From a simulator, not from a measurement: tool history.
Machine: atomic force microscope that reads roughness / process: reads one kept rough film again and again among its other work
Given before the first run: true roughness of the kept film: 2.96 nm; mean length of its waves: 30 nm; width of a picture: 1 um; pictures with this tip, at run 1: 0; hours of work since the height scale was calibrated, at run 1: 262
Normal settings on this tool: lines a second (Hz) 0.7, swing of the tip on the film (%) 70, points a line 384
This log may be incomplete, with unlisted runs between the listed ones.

| run | hour | lines a second (Hz) | swing of the tip on the film (%) | points a line | pictures with this tip | hours of work since the height scale was calibrated | roughness of the kept film (nm (root mean square)) |
|---|---|---|---|---|---|---|---|
| 1 | 0 | 0.7 | 70 | 384 | 0 | 262 | 2.694 |
| 2 | 7.6 | 0.7 | 70 | 384 | 16 | 267 | 2.634 |
| 3 | 15.1 | 0.7 | 70 | 384 | 31 | 271 | 2.565 |
| 4 | 25.3 | 0.7 | 70 | 384 | 52 | 278 | 2.48 |
| 5 | 35 | 0.7 | 70 | 384 | 71 | 284 | 2.404 |
| 6 | 42.8 | 0.7 | 70 | 384 | 87 | 289 | 2.345 |
| 7 | 51.6 | 0.7 | 70 | 384 | 105 | 294 | 2.279 |
| 8 | 60.6 | 0.7 | 70 | 338 | 123 | 300 | 2.231 |
|  | 67.8 | new tip fitted |
| 9 | 69.1 | 0.7 | 70 | 338 | 2 | 305 | 2.647 |
| 10 | 76.3 | 0.7 | 70 | 384 | 17 | 309 | 2.602 |
| 11 | 86.8 | 0.7 | 70 | 384 | 38 | 316 | 2.524 |
| 12 | 97.8 | 0.7 | 70 | 384 | 60 | 323 | 2.439 |
| 13 | 104.6 | 0.7 | 70 | 384 | 74 | 327 | 2.408 |
| 14 | 114.4 | 0.7 | 70 | 384 | 94 | 333 | 2.324 |
| 15 | 126 | 0.7 | 70 | 384 | 117 | 340 | 2.255 |
|  | 136.1 | new tip fitted |
| 16 | 136.1 | 0.7 | 70 | 384 | 0 | 346 | 2.658 |
|  | 137.7 | height scale calibrated on a step standard |
| 17 | 147.3 | 0.7 | 70 | 384 | 21 | 6 | 2.611 |
| 18 | 153.3 | 0.7 | 70 | 384 | 33 | 10 | 2.552 |
| 19 | 159.4 | 0.7 | 70 | 384 | 45 | 14 | 2.499 |
| 20 | 169 | 0.7 | 77 | 384 | 65 | 19 | 2.405 |
| 21 | 177 | 0.7 | 70 | 384 | 81 | 24 | 2.374 |
| 22 | 184.8 | 0.7 | 70 | 384 | 96 | 29 | 2.318 |
| 23 | 193.1 | 0.7 | 70 | 384 | 113 | 34 | 2.261 |
| 24 | 200.7 | 0.7 | 70 | 384 | 129 | 39 | 2.236 |
|  | 205.1 | new tip fitted |
|  | 209.7 | height scale calibrated on a step standard, once more |
| 25 | 210.8 | 0.7 | 80 | 384 | 9 | 1 | 2.57 |
| 26 | 217.3 | 0.7 | 70 | 384 | 22 | 5 | 2.575 |
| 27 | 228.1 | 0.7 | 70 | 384 | 44 | 11 | 2.487 |
| 28 | 235.6 | 2.838 | 77 | 546 | 59 | 16 | 2.137 |
| 29 | 243.6 | 0.7 | 70 | 449 | 76 | 21 | 2.374 |
| 30 | 248.6 | 0.7 | 70 | 512 | 86 | 24 | 2.368 |

Run 31, settings as shown, results not yet in. Your forecast:
| 31 | 259.4 | 1.008 | 90 | 384 | 108 | 31 | ? |

{"run 31": {"roughness of the kept film (nm (root mean square))": 2.116}}
The same run, on a tool lacking any hidden state, would have yielded roughness of the kept film (nm (root mean square)) 2.483.
